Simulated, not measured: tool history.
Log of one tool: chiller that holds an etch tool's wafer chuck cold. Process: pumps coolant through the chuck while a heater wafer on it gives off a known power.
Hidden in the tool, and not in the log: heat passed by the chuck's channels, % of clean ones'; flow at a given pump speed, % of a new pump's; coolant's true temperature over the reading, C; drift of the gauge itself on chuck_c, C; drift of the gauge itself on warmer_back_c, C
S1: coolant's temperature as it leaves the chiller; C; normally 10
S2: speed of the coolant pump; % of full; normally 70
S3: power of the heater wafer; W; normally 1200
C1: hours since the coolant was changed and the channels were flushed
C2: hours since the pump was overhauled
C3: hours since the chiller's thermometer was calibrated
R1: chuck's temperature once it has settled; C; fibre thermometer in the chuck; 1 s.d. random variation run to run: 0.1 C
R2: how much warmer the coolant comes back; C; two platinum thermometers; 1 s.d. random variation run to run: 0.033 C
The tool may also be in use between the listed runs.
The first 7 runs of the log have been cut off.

run 8 hour=270.0 | S1=10 S2=70 S3=930 | C1=4809 C2=1938 C3=1329 | R1=25.4 R2=3.53
run 9 hour=293.4 | S1=10 S2=70 S3=1200 | C1=4833 C2=1962 C3=1353 | R1=30.1 R2=4.57
run 10 hour=331.1 | S1=10 S2=70 S3=1200 | C1=4870 C2=1999 C3=1391 | R1=30.0 R2=4.54
run 11 hour=362.9 | S1=10 S2=70 S3=1200 | C1=4902 C2=2031 C3=1422 | R1=30.0 R2=4.59
run 12 hour=390.5 | S1=10 S2=70 S3=1200 | C1=4930 C2=2059 C3=1450 | R1=30.1 R2=4.63
run 13 hour=423.4 | S1=11 S2=70 S3=1200 | C1=4963 C2=2092 C3=1483 | R1=31.1 R2=4.58
run 14 hour=462.1 | S1=18 S2=70 S3=1200 | C1=5001 C2=2130 C3=1522 | R1=38.4 R2=4.58
run 15 hour=507.0 | S1=18 S2=70 S3=1200 | C1=5046 C2=2175 C3=1566 | R1=38.3 R2=4.61
run 16 hour=551.4 | S1=16 S2=70 S3=1200 | C1=5091 C2=2220 C3=1611 | R1=36.2 R2=4.58
run 17 hour=587.7 | S1=18 S2=83 S3=703 | C1=5127 C2=2256 C3=1647 | R1=28.8 R2=2.23
run 18 hour=628.7 | S1=18 S2=83 S3=703 | C1=5168 C2=2297 C3=1688 | R1=28.5 R2=2.24
run 19 hour=661.0 | S1=18 S2=83 S3=703 | C1=5200 C2=2329 C3=1721 | R1=28.4 R2=2.27
run 20 hour=706.5 | S1=18 S2=71 S3=703 | C1=5246 C2=2375 C3=1766 | R1=30.1 R2=2.69
run 21 hour=729.3 | S1=18 S2=71 S3=703 | C1=5269 C2=2397 C3=1789 | R1=30.2 R2=2.61

Run 22 has not been measured yet. What should we expect?
run 22 hour=750.8 | S1=18 S2=71 S3=703 | C1=5290 C2=2419 C3=1810 | R1=? R2=?

R1: 30.1 C
R2: 2.70 C
On a tool with no hidden condition, and with the same random variation, this run would have come out at R1 27.8 C, R2 2.58 C.

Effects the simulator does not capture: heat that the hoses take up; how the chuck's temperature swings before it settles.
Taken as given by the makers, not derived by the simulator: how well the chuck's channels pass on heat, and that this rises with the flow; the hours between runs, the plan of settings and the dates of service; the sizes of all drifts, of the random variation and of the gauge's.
